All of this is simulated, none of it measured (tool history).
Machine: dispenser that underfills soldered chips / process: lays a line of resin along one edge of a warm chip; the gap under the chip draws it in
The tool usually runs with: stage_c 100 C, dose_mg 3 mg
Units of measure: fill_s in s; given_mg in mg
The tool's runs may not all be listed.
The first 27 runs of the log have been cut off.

-- hour=120.1 new syringe of resin
run 28 hour=120.2 | stage_c=104 dose_mg=2.92 | fill_s=22.1 given_mg=2.9
run 29 hour=124.6 | stage_c=104 dose_mg=2.92 | fill_s=28.3 given_mg=2.88
run 30 hour=131.1 | stage_c=101 dose_mg=3.19 | fill_s=42.1 given_mg=3.12
-- hour=134.4 new syringe of resin
run 31 hour=136.6 | stage_c=87 dose_mg=2.82 | fill_s=39.1 given_mg=2.75
run 32 hour=141.1 | stage_c=108 dose_mg=3.85 | fill_s=26.6 given_mg=3.79
run 33 hour=145.4 | stage_c=89 dose_mg=2.51 | fill_s=62 given_mg=2.44
-- hour=148.8 new syringe of resin
run 34 hour=149.7 | stage_c=89 dose_mg=2.51 | fill_s=36.5 given_mg=2.48
run 35 hour=156.3 | stage_c=106 dose_mg=2.6 | fill_s=32.4 given_mg=2.52
run 36 hour=160.7 | stage_c=90 dose_mg=2.93 | fill_s=60.8 given_mg=2.81
-- hour=163.1 new syringe of resin
run 37 hour=164.8 | stage_c=90 dose_mg=3.25 | fill_s=34 given_mg=3.13

What if the next run were any one of these 3? Each begins from the tool's condition after run 37:
run A hour=168 | stage_c=87 dose_mg=3.66 | fill_s=? given_mg=?
run B hour=168 | stage_c=100 dose_mg=3.37 | fill_s=? given_mg=?
run C hour=168 | stage_c=108 dose_mg=3.05 | fill_s=? given_mg=?

run=A fill_s=43.7 given_mg=3.5
run=B fill_s=31.5 given_mg=3.23
run=C fill_s=25.8 given_mg=2.93
Without the tool's hidden state the same runs would have given:
run=A fill_s=35.1 given_mg=3.65
run=B fill_s=25.3 given_mg=3.36
run=C fill_s=20.7 given_mg=3.05
